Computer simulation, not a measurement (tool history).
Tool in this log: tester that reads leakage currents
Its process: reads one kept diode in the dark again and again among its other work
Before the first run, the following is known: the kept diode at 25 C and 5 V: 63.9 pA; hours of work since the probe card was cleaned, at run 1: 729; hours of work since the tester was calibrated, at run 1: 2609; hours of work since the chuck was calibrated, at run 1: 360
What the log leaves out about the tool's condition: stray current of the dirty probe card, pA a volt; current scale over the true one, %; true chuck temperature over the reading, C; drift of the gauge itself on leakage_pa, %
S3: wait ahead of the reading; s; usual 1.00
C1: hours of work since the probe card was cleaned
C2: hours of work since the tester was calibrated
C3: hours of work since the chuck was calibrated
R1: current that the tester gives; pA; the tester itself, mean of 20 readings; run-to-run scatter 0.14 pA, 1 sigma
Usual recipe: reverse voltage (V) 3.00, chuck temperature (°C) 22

{"run": 1, "hour": 0.0, "reverse voltage (V)": 3.0, "chuck temperature (°C)": 22, "S3": 1.0, "C1": 729, "C2": 2609, "C3": 360, "R1": 43.84}
{"run": 2, "hour": 125.5, "reverse voltage (V)": 3.0, "chuck temperature (°C)": 22, "S3": 1.0, "C1": 799, "C2": 2679, "C3": 430, "R1": 43.96}
{"run": 3, "hour": 232.2, "reverse voltage (V)": 3.0, "chuck temperature (°C)": 25, "S3": 1.0, "C1": 859, "C2": 2739, "C3": 489, "R1": 55.27}
{"run": 4, "hour": 301.2, "reverse voltage (V)": 3.0, "chuck temperature (°C)": 25, "S3": 1.0, "C1": 897, "C2": 2777, "C3": 528, "R1": 55.45}
{"run": 5, "hour": 403.4, "reverse voltage (V)": 3.0, "chuck temperature (°C)": 25, "S3": 1.0, "C1": 954, "C2": 2834, "C3": 585, "R1": 55.84}
{"run": 6, "hour": 517.9, "reverse voltage (V)": 3.0, "chuck temperature (°C)": 25, "S3": 1.0, "C1": 1018, "C2": 2898, "C3": 649, "R1": 56.13}
{"run": 7, "hour": 637.4, "reverse voltage (V)": 3.0, "chuck temperature (°C)": 25, "S3": 1.0, "C1": 1085, "C2": 2965, "C3": 715, "R1": 55.74}
{"run": 8, "hour": 736.0, "reverse voltage (V)": 3.0, "chuck temperature (°C)": 25, "S3": 1.0, "C1": 1140, "C2": 3020, "C3": 770, "R1": 56.07}
{"run": 9, "hour": 843.6, "reverse voltage (V)": 3.0, "chuck temperature (°C)": 25, "S3": 1.0, "C1": 1200, "C2": 3080, "C3": 830, "R1": 56.34}
{"run": 10, "hour": 908.7, "reverse voltage (V)": 3.0, "chuck temperature (°C)": 25, "S3": 1.0, "C1": 1236, "C2": 3116, "C3": 866, "R1": 56.24}
{"run": 11, "hour": 972.3, "reverse voltage (V)": 3.0, "chuck temperature (°C)": 22, "S3": 1.0, "C1": 1271, "C2": 3152, "C3": 902, "R1": 45.3}
{"run": 12, "hour": 1033.2, "reverse voltage (V)": 3.0, "chuck temperature (°C)": 22, "S3": 1.0, "C1": 1305, "C2": 3186, "C3": 936, "R1": 45.52}
{"run": 13, "hour": 1164.7, "reverse voltage (V)": 3.0, "chuck temperature (°C)": 22, "S3": 1.0, "C1": 1379, "C2": 3259, "C3": 1009, "R1": 45.49}
{"run": 14, "hour": 1274.7, "reverse voltage (V)": 3.0, "chuck temperature (°C)": 22, "S3": 1.0, "C1": 1440, "C2": 3320, "C3": 1070, "R1": 45.92}
{"run": 15, "hour": 1349.7, "reverse voltage (V)": 12.29, "chuck temperature (°C)": 58, "S3": 1.0, "C1": 1482, "C2": 3362, "C3": 1112, "R1": 905.73}
{"run": 16, "hour": 1422.9, "reverse voltage (V)": 8.96, "chuck temperature (°C)": 58, "S3": 1.0, "C1": 1523, "C2": 3403, "C3": 1153, "R1": 815.24}
{"run": 17, "hour": 1535.5, "reverse voltage (V)": 8.96, "chuck temperature (°C)": 58, "S3": 1.0, "C1": 1585, "C2": 3466, "C3": 1216, "R1": 815.9}
{"run": 18, "hour": 1628.2, "reverse voltage (V)": 3.0, "chuck temperature (°C)": 53, "S3": 5.96, "C1": 1637, "C2": 3517, "C3": 1268, "R1": 401.41}
{"run": 19, "hour": 1725.7, "reverse voltage (V)": 3.0, "chuck temperature (°C)": 43, "S3": 0.42, "C1": 1692, "C2": 3572, "C3": 1322, "R1": 207.59}
{"run": 20, "hour": 1829.3, "reverse voltage (V)": 3.0, "chuck temperature (°C)": 33, "S3": 0.42, "C1": 1749, "C2": 3629, "C3": 1380, "R1": 104.06}
{"run": 21, "hour": 1920.3, "reverse voltage (V)": 3.0, "chuck temperature (°C)": 33, "S3": 0.42, "C1": 1800, "C2": 3680, "C3": 1430, "R1": 104.82}
{"run": 22, "hour": 2039.4, "reverse voltage (V)": 3.0, "chuck temperature (°C)": 33, "S3": 0.42, "C1": 1866, "C2": 3746, "C3": 1497, "R1": 104.19}
{"run": 23, "hour": 2163.0, "reverse voltage (V)": 3.0, "chuck temperature (°C)": 33, "S3": 0.42, "C1": 1935, "C2": 3815, "C3": 1566, "R1": 104.96}
{"run": 24, "hour": 2266.8, "reverse voltage (V)": 1.75, "chuck temperature (°C)": 23, "S3": 0.45, "C1": 1993, "C2": 3873, "C3": 1624, "R1": 41.33}
{"run": 25, "hour": 2340.9, "reverse voltage (V)": 1.66, "chuck temperature (°C)": 22, "S3": 1.0, "C1": 2035, "C2": 3915, "C3": 1665, "R1": 37.67}
{"run": 26, "hour": 2450.9, "reverse voltage (V)": 4.77, "chuck temperature (°C)": 33, "S3": 4.66, "C1": 2096, "C2": 3976, "C3": 1726, "R1": 125.27}
{"hour": 2537.6, "done": "tester calibrated"}
{"run": 27, "hour": 2571.3, "reverse voltage (V)": 3.12, "chuck temperature (°C)": 57, "S3": 1.26, "C1": 2162, "C2": 19, "C3": 1792, "R1": 545.62}

Measured minus without-hidden-state, run by run (identical run-to-run variation in each term; gauge scatter may differ):
run=1 R1=+1.26
run=2 R1=+1.47
run=3 R1=+1.65
run=4 R1=+1.77
run=5 R1=+1.99
run=6 R1=+2.20
run=7 R1=+2.41
run=8 R1=+2.59
run=9 R1=+2.79
run=10 R1=+2.90
run=11 R1=+2.91
run=12 R1=+3.02
run=13 R1=+3.24
run=14 R1=+3.45
run=15 R1=+21.94
run=16 R1=+18.88
run=17 R1=+20.11
run=18 R1=+9.54
run=19 R1=+7.17
run=20 R1=+5.58
run=21 R1=+5.83
run=22 R1=+6.08
run=23 R1=+6.37
run=24 R1=+3.40
run=25 R1=+3.26
run=26 R1=+9.83
run=27 R1=+31.75
